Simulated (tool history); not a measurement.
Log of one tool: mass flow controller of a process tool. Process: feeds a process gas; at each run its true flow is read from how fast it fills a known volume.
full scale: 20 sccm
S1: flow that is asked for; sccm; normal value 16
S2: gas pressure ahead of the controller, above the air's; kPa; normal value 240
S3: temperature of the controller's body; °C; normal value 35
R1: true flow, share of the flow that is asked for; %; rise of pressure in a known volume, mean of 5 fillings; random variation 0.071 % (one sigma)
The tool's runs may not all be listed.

run    hour  S1   S2  S3      R1
  1     0.0  16  240  35  100.14
  2    70.3  16  240  39  100.11
  3   152.4  16  240  39  100.30
  4   227.2  16  240  39  100.15
  5   299.2  16  240  39  100.07
  6   402.7  16  240  39  100.00
  7   482.6  16  240  39   99.90
  8   606.0  16  172  39  100.00
  9   680.7  16  172  39   99.84
 10   792.4  16  172  39   99.72
 11   856.2  16  177  35   99.52
 12   969.9  16  240  38   99.29
 13  1082.5   4  240  38   97.71
 14  1150.1   4  240  38   97.70
 15  1253.6  16  240  35   98.83
 16  1370.9  16  240  35   98.74
 17  1496.3  16  240  35   98.67
 18  1593.6  16  240  35   98.58
 19  1668.0  16  240  35   98.52
 20  1768.7  16  243  35   98.41
 21  1846.5  16  243  35   98.09
 22  1932.4   3  193  35   96.75
 23  1988.2   3  193  35   96.75
 24  2050.5  16  190  35   98.16
 25  2163.8  16  180  24   97.26
     2173.3  -- gauge calibrated
 26  2278.2  16  278  20   98.73
 27  2382.4  16  240  36  100.09
 28  2499.2   7  209  20   97.78
 29  2551.9  10  225  37   99.24
 30  2631.2  10  225  37   99.02
 31  2752.1  10  225  37   98.84
 32  2817.5  10  225  37   98.94
 33  2925.6  10  223  37   98.67
 34  3040.9   2  278  26   96.78
 35  3094.5   2  153  24   96.90
 36  3150.6   9  221  30   97.94
 37  3269.3   9  221  30   97.84
 38  3346.5   4  265  35   97.37

For some of the steps in R1 from one run to the next: how much would appear even if the tool had no hidden state, given the settings, what came in and random variation, and how much remains for the hidden state plus any gauge scatter that the measured result and the result without hidden state don't share?
Unlogged tool condition in this case: flow at rest that the sensor doesn't see, % of full scale; true flow over the shown one, %; drift of the gauge itself on true_pct, %.
Run 7 -> 8: S2 240 -> 172. R1 +0.10 %: hidden state -0.13, all else +0.23.
Run 12 -> 13: S1 16 -> 4. R1 -1.58 %: hidden state -0.09, all else -1.49.
Run 14 -> 15: S1 4 -> 16, S3 38 -> 35. R1 +1.13 %: hidden state -0.12, all else +1.25.
Run 25 -> 26: S2 180 -> 278, S3 24 -> 20, gauge calibrated. R1 +1.47 %: hidden state +2.02, all else -0.55.
Run 27 -> 28: S1 16 -> 7, S2 240 -> 209, S3 36 -> 20. R1 -2.31 %: hidden state -0.11, all else -2.20.
Run 33 -> 34: S1 10 -> 2, S2 223 -> 278, S3 37 -> 26. R1 -1.89 %: hidden state -0.07, all else -1.82.
